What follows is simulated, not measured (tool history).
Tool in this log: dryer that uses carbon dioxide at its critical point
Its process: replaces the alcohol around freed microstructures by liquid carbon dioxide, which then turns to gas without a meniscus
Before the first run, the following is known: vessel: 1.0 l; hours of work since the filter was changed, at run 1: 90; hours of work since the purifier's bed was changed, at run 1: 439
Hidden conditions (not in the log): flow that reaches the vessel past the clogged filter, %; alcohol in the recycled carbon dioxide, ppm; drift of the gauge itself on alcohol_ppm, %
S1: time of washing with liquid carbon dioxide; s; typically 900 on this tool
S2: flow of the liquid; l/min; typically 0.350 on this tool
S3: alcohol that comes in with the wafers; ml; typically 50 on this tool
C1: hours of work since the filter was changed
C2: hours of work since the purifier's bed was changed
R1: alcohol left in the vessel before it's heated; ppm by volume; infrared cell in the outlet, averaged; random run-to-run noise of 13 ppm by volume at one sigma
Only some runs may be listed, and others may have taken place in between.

Run 1, day 0.000: usual settings; C1 90; C2 439. Result: R1 898 ppm by volume.
Run 2, day 1.946: usual settings but S2 0.462 l/min; C1 119; C2 469. Result: R1 317 ppm by volume.
Run 3, day 2.954: usual settings but S2 0.462 l/min; C1 134; C2 484. Result: R1 332 ppm by volume.
Run 4, day 4.775: usual settings but S2 0.462 l/min; C1 162; C2 511. Result: R1 332 ppm by volume.
Run 5, day 6.900: usual settings but S2 0.462 l/min; C1 194; C2 543. Result: R1 349 ppm by volume.
Run 6, day 9.092: usual settings but S2 0.462 l/min; C1 227; C2 576. Result: R1 362 ppm by volume.
Run 7, day 10.821: usual settings but S1 1260 s, S2 0.462 l/min; C1 253; C2 602. Result: R1 164 ppm by volume.
Run 8, day 11.900: usual settings but S1 1260 s, S2 0.462 l/min; C1 269; C2 618. Result: R1 173 ppm by volume.
Run 9, day 13.171: usual settings but S1 1260 s, S2 0.462 l/min; C1 288; C2 638. Result: R1 177 ppm by volume.
Run 10, day 14.767: usual settings but S1 540 s; C1 312; C2 662. Result: R1 4852 ppm by volume.
At day 16.262: purifier's bed changed.
Run 11, day 16.488: usual settings; C1 336; C2 3. Result: R1 1010 ppm by volume.
Run 12, day 18.604: usual settings; C1 368; C2 35. Result: R1 1017 ppm by volume.
Run 13, day 20.821: usual settings; C1 401; C2 69. Result: R1 1054 ppm by volume.
Run 14, day 22.938: usual settings but S3 68 ml; C1 433; C2 101. Result: R1 1466 ppm by volume.
Run 15, day 24.904: usual settings but S2 0.489 l/min, S3 28 ml; C1 463; C2 130. Result: R1 158 ppm by volume.
Run 16, day 26.612: usual settings but S2 0.489 l/min, S3 28 ml; C1 489; C2 156. Result: R1 167 ppm by volume.
Run 17, day 28.942: usual settings but S2 0.489 l/min, S3 28 ml; C1 524; C2 191. Result: R1 173 ppm by volume.
Run 18, day 31.083: usual settings but S1 660 s, S2 0.337 l/min, S3 34 ml; C1 556; C2 223. Result: R1 2372 ppm by volume.
At day 31.379: inlet filter changed.
Run 19, day 32.600: usual settings but S2 0.556 l/min, S3 40 ml; C1 18; C2 245. Result: R1 114 ppm by volume.
Run 20, day 34.371: usual settings but S2 0.556 l/min, S3 40 ml; C1 45; C2 272. Result: R1 115 ppm by volume.
Run 21, day 35.717: usual settings but S2 0.257 l/min, S3 40 ml; C1 65; C2 292. Result: R1 2156 ppm by volume.

Estimate the outcome of run 22 from the log above:
Run 22, day 36.708: usual settings but S2 0.257 l/min, S3 40 ml; C1 80; C2 307. Result: R1 ?.

Run 22 measured R1 2128 ppm by volume.
Were there no unlogged condition in the tool, this run, its random variation unchanged, would have produced R1 1966 ppm by volume.
